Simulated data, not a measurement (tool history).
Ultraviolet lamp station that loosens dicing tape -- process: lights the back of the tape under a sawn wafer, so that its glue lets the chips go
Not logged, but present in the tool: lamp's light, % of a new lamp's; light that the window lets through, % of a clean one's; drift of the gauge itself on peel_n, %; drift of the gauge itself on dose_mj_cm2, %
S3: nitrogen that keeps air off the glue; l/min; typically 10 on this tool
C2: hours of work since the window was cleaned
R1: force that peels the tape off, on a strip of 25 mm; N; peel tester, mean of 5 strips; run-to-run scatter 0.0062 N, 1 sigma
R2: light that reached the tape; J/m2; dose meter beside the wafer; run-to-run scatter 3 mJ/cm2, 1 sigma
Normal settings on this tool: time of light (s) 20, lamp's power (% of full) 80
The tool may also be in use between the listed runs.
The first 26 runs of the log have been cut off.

Run 27, hour 327.9: usual settings but time of light (s) 10, lamp's power (% of full) 69, S3 4 l/min; hours of work of the lamp 281; C2 44. Result: R1 1.85 N, R2 1620 J/m2.
Run 28, hour 343.8: usual settings but time of light (s) 12, lamp's power (% of full) 86, S3 4 l/min; hours of work of the lamp 287; C2 50. Result: R1 1.177 N, R2 2450 J/m2.
Run 29, hour 351.2: usual settings but lamp's power (% of full) 67, S3 8 l/min; hours of work of the lamp 290; C2 54. Result: R1 0.447 N, R2 3170 J/m2.
Run 30, hour 363.1: usual settings but time of light (s) 17, lamp's power (% of full) 66, S3 3 l/min; hours of work of the lamp 295; C2 58. Result: R1 1.267 N, R2 2610 J/m2.
Run 31, hour 374.3: usual settings but time of light (s) 17, lamp's power (% of full) 66, S3 3 l/min; hours of work of the lamp 300; C2 63. Result: R1 1.254 N, R2 2660 J/m2.
Run 32, hour 389.5: usual settings but time of light (s) 17, lamp's power (% of full) 66, S3 3 l/min; hours of work of the lamp 306; C2 69. Result: R1 1.221 N, R2 2600 J/m2.
Run 33, hour 404.7: usual settings but time of light (s) 12, lamp's power (% of full) 66, S3 3 l/min; hours of work of the lamp 312; C2 76. Result: R1 1.878 N, R2 1850 J/m2.
Run 34, hour 422.3: usual settings but time of light (s) 12, lamp's power (% of full) 66, S3 3 l/min; hours of work of the lamp 320; C2 83. Result: R1 1.81 N, R2 1830 J/m2.
Run 35, hour 432.7: usual settings but time of light (s) 12, lamp's power (% of full) 62, S3 15 l/min; hours of work of the lamp 324; C2 87. Result: R1 0.897 N, R2 1710 J/m2.
Run 36, hour 441.1: usual settings but time of light (s) 18, lamp's power (% of full) 83, S3 5 l/min; hours of work of the lamp 327; C2 90. Result: R1 0.565 N, R2 3460 J/m2.
Run 37, hour 457.1: usual settings but time of light (s) 26, lamp's power (% of full) 98, S3 14 l/min; hours of work of the lamp 334; C2 97. Result: R1 0.11 N, R2 5850 J/m2.
Run 38, hour 474: usual settings but time of light (s) 21, S3 4 l/min; hours of work of the lamp 341; C2 104. Result: R1 0.564 N, R2 3850 J/m2.
Run 39, hour 482.8: usual settings but time of light (s) 27, lamp's power (% of full) 78, S3 4 l/min; hours of work of the lamp 344; C2 108. Result: R1 0.34 N, R2 4790 J/m2.
Run 40, hour 499.9: usual settings but time of light (s) 17, S3 9 l/min; hours of work of the lamp 352; C2 115. Result: R1 0.449 N, R2 3110 J/m2.
Run 41, hour 509.6: usual settings but time of light (s) 17, S3 9 l/min; hours of work of the lamp 356; C2 119. Result: R1 0.438 N, R2 3050 J/m2.

Here are 3 independent what-if runs from the current tool condition. What would each one return?
Run A, hour 516.9: usual settings but S3 5 l/min; hours of work of the lamp 359; C2 122. Result: R1 ?, R2 ?.
Run B, hour 516.9: usual settings but time of light (s) 17, S3 11 l/min; hours of work of the lamp 359; C2 122. Result: R1 ?, R2 ?.
Run C, hour 516.9: usual settings but time of light (s) 21, lamp's power (% of full) 87, S3 19 l/min; hours of work of the lamp 359; C2 122. Result: R1 ?, R2 ?.

run     R1    R2
  A  0.509  3620
  B   0.37  3080
  C  0.133  4110
The same runs, with their run-to-run variation unchanged, on a tool lacking any hidden condition would have given:
run     R1    R2
  A   0.32  4520
  B   0.23  3840
  C  0.102  5130
